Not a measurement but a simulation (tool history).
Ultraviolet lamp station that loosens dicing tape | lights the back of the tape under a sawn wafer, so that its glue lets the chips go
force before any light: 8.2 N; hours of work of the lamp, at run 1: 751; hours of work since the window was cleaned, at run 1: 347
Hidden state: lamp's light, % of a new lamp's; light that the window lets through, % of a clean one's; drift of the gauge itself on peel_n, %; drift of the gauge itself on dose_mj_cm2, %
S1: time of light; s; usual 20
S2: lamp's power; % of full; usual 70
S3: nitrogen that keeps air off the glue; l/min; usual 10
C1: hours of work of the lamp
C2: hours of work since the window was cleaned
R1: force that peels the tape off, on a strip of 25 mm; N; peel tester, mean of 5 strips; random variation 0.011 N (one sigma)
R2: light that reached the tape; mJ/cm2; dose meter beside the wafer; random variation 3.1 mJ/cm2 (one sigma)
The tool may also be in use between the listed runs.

| run | day | S1 | S2 | S3 | C1 | C2 | R1 | R2 |
|---|---|---|---|---|---|---|---|---|
| 1 | 0.000 | 20 | 70 | 10 | 751 | 347 | 0.780 | 389 |
| 2 | 2.508 | 20 | 70 | 10 | 788 | 384 | 0.775 | 379 |
| 3 | 5.612 | 20 | 70 | 10 | 834 | 430 | 0.819 | 367 |
| 4 | 7.512 | 20 | 70 | 10 | 862 | 458 | 0.841 | 364 |
| 5 | 10.350 | 20 | 70 | 10 | 904 | 500 | 0.856 | 355 |
|  | 11.575 | window cleaned of glue's vapour |
| 6 | 11.775 | 20 | 70 | 10 | 925 | 3 | 1.026 | 316 |
| 7 | 14.317 | 20 | 70 | 10 | 962 | 40 | 1.085 | 311 |
| 8 | 17.021 | 20 | 65 | 10 | 1002 | 80 | 1.304 | 282 |
| 9 | 19.129 | 20 | 65 | 10 | 1033 | 112 | 1.311 | 285 |
| 10 | 20.842 | 20 | 82 | 10 | 1059 | 137 | 0.889 | 348 |
|  | 22.254 | window cleaned of glue's vapour, once more |
| 11 | 22.321 | 20 | 82 | 10 | 1080 | 1 | 0.483 | 491 |
| 12 | 23.662 | 20 | 82 | 10 | 1100 | 21 | 0.518 | 479 |
| 13 | 26.062 | 20 | 82 | 10 | 1136 | 56 | 0.513 | 474 |
| 14 | 27.925 | 20 | 82 | 10 | 1163 | 84 | 0.527 | 471 |
| 15 | 30.775 | 20 | 70 | 8 | 1205 | 126 | 0.854 | 393 |
| 16 | 33.138 | 20 | 70 | 8 | 1240 | 161 | 0.909 | 388 |
| 17 | 35.050 | 36 | 70 | 10 | 1268 | 189 | 0.313 | 683 |
| 18 | 37.425 | 36 | 70 | 10 | 1303 | 224 | 0.321 | 668 |
| 19 | 39.242 | 36 | 70 | 10 | 1330 | 251 | 0.306 | 667 |

Forecast run 20:
| 20 | 40.946 | 14 | 79 | 10 | 1355 | 276 | ? | ? |

{"run 20": {"R1": 1.219, "R2": 291}}
Without the tool's hidden state the same run would have given R1 0.755 N, R2 381 mJ/cm2.
